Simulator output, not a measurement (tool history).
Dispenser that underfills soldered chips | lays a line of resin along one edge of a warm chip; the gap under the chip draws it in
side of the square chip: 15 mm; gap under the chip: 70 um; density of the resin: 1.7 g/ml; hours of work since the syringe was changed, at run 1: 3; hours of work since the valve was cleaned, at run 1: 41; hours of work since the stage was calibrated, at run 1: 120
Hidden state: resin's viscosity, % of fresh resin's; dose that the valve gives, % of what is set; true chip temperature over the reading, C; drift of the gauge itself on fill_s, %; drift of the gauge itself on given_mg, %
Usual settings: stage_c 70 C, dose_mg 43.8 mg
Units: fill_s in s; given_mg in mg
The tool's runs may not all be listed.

run,hour,stage_c,dose_mg,hours of work since the syringe was changed,hours of work since the valve was cleaned,hours of work since the stage was calibrated,fill_s,given_mg
1,0,70,43.8,3,41,120,57.8,42.1
2,2.7,70,43.4,4,43,122,64,41.62
3,5,70,43.4,6,44,123,72.3,41.36
4,8.6,70,43.4,8,47,125,80.9,41.88
5,12.4,70,43.4,10,49,128,94.9,41.43
# hour 14.3: new syringe of resin
6,17.7,70,43.4,2,52,131,54.8,41.35
7,22.4,70,43.4,5,55,134,66.3,41.32
8,26.8,68,43.4,8,57,136,87.1,41.18
9,31.3,70,43.8,10,60,139,95.2,41.22
# hour 33: new syringe of resin
10,35,70,43.8,1,62,141,50.7,41.44
11,37.6,74,55.9,3,64,143,47,52.76
12,42.3,59,49.8,6,67,145,116.3,46.7
13,45.9,66,38.1,8,69,148,101.5,35.91
14,48.4,66,38.1,9,70,149,110.6,35.51
# hour 51.8: new syringe of resin
15,52.5,77,51,0,72,151,36,47.46
16,56.4,58,47.6,3,75,154,102.3,44.46
17,60.6,84,43.2,5,77,156,36.4,40.36
18,64.7,82,43,8,80,159,45.2,40.06
19,67.8,82,43,10,82,161,53.4,39.97
# hour 70.6: new syringe of resin
20,73.2,82,43,2,85,164,31.5,39.76

4 ways to go on from here, each from the tool as it stands after run 20. What would each give?
A,77.6,64,47.6,4,87,166,?,?
B,77.6,70,50.6,4,87,166,?,?
C,77.6,80,43.8,4,87,166,?,?
D,77.6,84,41.2,4,87,166,?,?

run,fill_s,given_mg
A,87,43.91
B,64.7,46.65
C,41.2,40.43
D,35,38.19
Without the tool's hidden state the same runs would have given:
run,fill_s,given_mg
A,60,47.53
B,44.5,50.49
C,28.3,43.76
D,24.1,41.34

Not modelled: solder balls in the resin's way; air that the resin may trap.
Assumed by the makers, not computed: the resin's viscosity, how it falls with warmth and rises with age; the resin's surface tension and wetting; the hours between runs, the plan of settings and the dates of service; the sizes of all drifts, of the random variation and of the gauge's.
